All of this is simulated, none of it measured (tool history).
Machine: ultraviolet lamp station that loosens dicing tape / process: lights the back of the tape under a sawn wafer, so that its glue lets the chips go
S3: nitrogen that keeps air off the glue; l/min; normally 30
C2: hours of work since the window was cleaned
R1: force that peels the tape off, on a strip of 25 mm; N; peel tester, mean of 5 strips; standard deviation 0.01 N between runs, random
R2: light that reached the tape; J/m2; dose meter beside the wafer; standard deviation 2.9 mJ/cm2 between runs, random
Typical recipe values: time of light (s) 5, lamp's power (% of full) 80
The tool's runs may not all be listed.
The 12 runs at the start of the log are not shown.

Run 13, hour 114.4: usual settings but time of light (s) 4; hours of work of the lamp 136; C2 136. Result: R1 0.663 N, R2 3340 J/m2.
Run 14, hour 124.4: usual settings but time of light (s) 4; hours of work of the lamp 143; C2 143. Result: R1 0.702 N, R2 3310 J/m2.
Run 15, hour 132.4: usual settings; hours of work of the lamp 148; C2 148. Result: R1 0.462 N, R2 4100 J/m2.
Run 16, hour 144.1: usual settings; hours of work of the lamp 156; C2 156. Result: R1 0.454 N, R2 4160 J/m2.
Run 17, hour 152.0: usual settings; hours of work of the lamp 161; C2 161. Result: R1 0.453 N, R2 4160 J/m2.
Run 18, hour 163.5: usual settings; hours of work of the lamp 168; C2 168. Result: R1 0.469 N, R2 4160 J/m2.
Run 19, hour 170.3: usual settings but time of light (s) 7, lamp's power (% of full) 90; hours of work of the lamp 173; C2 173. Result: R1 0.255 N, R2 6490 J/m2.
Run 20, hour 179.0: usual settings but lamp's power (% of full) 89, S3 15 l/min; hours of work of the lamp 178; C2 178. Result: R1 0.527 N, R2 4590 J/m2.
Run 21, hour 186.2: usual settings but time of light (s) 4, lamp's power (% of full) 82; hours of work of the lamp 183; C2 183. Result: R1 0.635 N, R2 3380 J/m2.
Run 22, hour 195.3: usual settings but time of light (s) 4, lamp's power (% of full) 82; hours of work of the lamp 189; C2 189. Result: R1 0.672 N, R2 3370 J/m2.
Run 23, hour 206.4: usual settings but time of light (s) 4, lamp's power (% of full) 76, S3 31 l/min; hours of work of the lamp 196; C2 196. Result: R1 0.755 N, R2 3120 J/m2.
Run 24, hour 216.1: usual settings but time of light (s) 4, lamp's power (% of full) 76, S3 31 l/min; hours of work of the lamp 202; C2 202. Result: R1 0.751 N, R2 3140 J/m2.
Run 25, hour 222.3: usual settings but time of light (s) 4, lamp's power (% of full) 76, S3 31 l/min; hours of work of the lamp 206; C2 206. Result: R1 0.731 N, R2 3090 J/m2.
Run 26, hour 233.2: usual settings but time of light (s) 3; hours of work of the lamp 213; C2 213. Result: R1 1.183 N, R2 2480 J/m2.
Run 27, hour 246.1: usual settings but time of light (s) 3; hours of work of the lamp 222; C2 222. Result: R1 1.118 N, R2 2460 J/m2.
Run 28, hour 258.9: usual settings but time of light (s) 4, lamp's power (% of full) 73, S3 10 l/min; hours of work of the lamp 230; C2 230. Result: R1 1.399 N, R2 3030 J/m2.
Run 29, hour 266.7: usual settings; hours of work of the lamp 235; C2 235. Result: R1 0.483 N, R2 4170 J/m2.

Forecast run 30:
Run 30, hour 274.8: usual settings but time of light (s) 2, lamp's power (% of full) 89; hours of work of the lamp 240; C2 240. Result: R1 ?, R2 ?.

R1: 1.761 N
R2: 1860 J/m2
Were there no unlogged condition in the tool, this run, its random variation unchanged, would have produced R1 1.759 N, R2 1860 J/m2.

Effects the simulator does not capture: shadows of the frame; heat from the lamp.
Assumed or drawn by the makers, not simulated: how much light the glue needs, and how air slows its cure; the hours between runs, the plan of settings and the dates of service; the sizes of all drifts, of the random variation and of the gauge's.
